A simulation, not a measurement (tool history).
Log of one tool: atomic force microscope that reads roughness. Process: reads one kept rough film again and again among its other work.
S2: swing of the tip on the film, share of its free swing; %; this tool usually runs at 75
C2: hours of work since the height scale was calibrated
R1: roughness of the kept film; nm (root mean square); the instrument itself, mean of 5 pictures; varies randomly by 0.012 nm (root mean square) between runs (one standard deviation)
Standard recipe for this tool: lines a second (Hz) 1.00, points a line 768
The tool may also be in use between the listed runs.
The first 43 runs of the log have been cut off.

{"hour": 913.3, "done": "new tip fitted"}
{"run": 44, "hour": 934.3, "lines a second (Hz)": 1.59, "S2": 65, "points a line": 378, "pictures with this tip": 37, "C2": 1085, "R1": 2.762}
{"run": 45, "hour": 960.4, "lines a second (Hz)": 0.62, "S2": 73, "points a line": 670, "pictures with this tip": 84, "C2": 1102, "R1": 2.696}
{"hour": 974.3, "done": "new tip fitted"}
{"run": 46, "hour": 979.5, "lines a second (Hz)": 0.62, "S2": 73, "points a line": 670, "pictures with this tip": 9, "C2": 1114, "R1": 2.887}
{"run": 47, "hour": 993.4, "lines a second (Hz)": 1.95, "S2": 65, "points a line": 312, "pictures with this tip": 34, "C2": 1122, "R1": 2.717}
{"run": 48, "hour": 1010.2, "lines a second (Hz)": 3.06, "S2": 74, "points a line": 915, "pictures with this tip": 64, "C2": 1133, "R1": 2.382}
{"hour": 1035.0, "done": "new tip fitted"}
{"run": 49, "hour": 1036.1, "lines a second (Hz)": 3.06, "S2": 74, "points a line": 915, "pictures with this tip": 2, "C2": 1149, "R1": 2.538}
{"run": 50, "hour": 1063.5, "lines a second (Hz)": 3.06, "S2": 74, "points a line": 915, "pictures with this tip": 52, "C2": 1166, "R1": 2.418}
{"run": 51, "hour": 1089.1, "lines a second (Hz)": 1.0, "S2": 77, "points a line": 768, "pictures with this tip": 97, "C2": 1182, "R1": 2.598}

Forecast each of these 5 alternatives for the next run:
{"hour": 1096.3, "done": "new tip fitted"}
{"run": "A", "hour": 1107.5, "lines a second (Hz)": 2.23, "S2": 75, "points a line": 663, "pictures with this tip": 20, "C2": 1194, "R1": "?"}
{"hour": 1096.3, "done": "new tip fitted"}
{"run": "B", "hour": 1107.5, "lines a second (Hz)": 1.0, "S2": 72, "points a line": 639, "pictures with this tip": 20, "C2": 1194, "R1": "?"}
{"hour": 1096.3, "done": "new tip fitted"}
{"run": "C", "hour": 1107.5, "lines a second (Hz)": 2.77, "S2": 77, "points a line": 566, "pictures with this tip": 20, "C2": 1194, "R1": "?"}
{"hour": 1096.3, "done": "new tip fitted"}
{"run": "D", "hour": 1107.5, "lines a second (Hz)": 1.0, "S2": 71, "points a line": 418, "pictures with this tip": 20, "C2": 1194, "R1": "?"}
{"hour": 1096.3, "done": "new tip fitted"}
{"run": "E", "hour": 1107.5, "lines a second (Hz)": 2.39, "S2": 77, "points a line": 768, "pictures with this tip": 20, "C2": 1194, "R1": "?"}

run=A R1=2.600
run=B R1=2.825
run=C R1=2.475
run=D R1=2.822
run=E R1=2.539
Stripped of hidden state, with their random variation kept, the same runs would have yielded:
run=A R1=2.643
run=B R1=2.873
run=C R1=2.517
run=D R1=2.869
run=E R1=2.582
